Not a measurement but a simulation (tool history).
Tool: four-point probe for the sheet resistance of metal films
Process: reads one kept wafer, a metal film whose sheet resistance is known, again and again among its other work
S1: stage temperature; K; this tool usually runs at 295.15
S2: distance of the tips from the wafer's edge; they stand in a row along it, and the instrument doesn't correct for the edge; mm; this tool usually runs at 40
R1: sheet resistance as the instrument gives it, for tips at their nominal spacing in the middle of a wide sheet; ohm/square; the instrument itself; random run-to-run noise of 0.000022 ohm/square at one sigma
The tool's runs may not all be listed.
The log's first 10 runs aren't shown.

run	day	S1	S2	R1
11	14.396	295.15	28	0.109972
12	16.308	295.15	28	0.10997
13	17.342	295.15	28	0.109989
14	19.596	295.15	28	0.109967
15	20.612	295.15	40	0.109929
16	21.738	303.15	40	0.10908
17	23.217	303.15	40	0.109096
18	25.258	303.15	40	0.109084
19	26.225	303.15	40	0.109113
20	28.312	299.15	7	0.110651

Expected results for the next run?
21	30.175	298.15	56	?

{"run 21": {"R1": 0.109611}}
Had the tool carried no hidden state, the very same run would have given R1 0.109615 ohm/square.
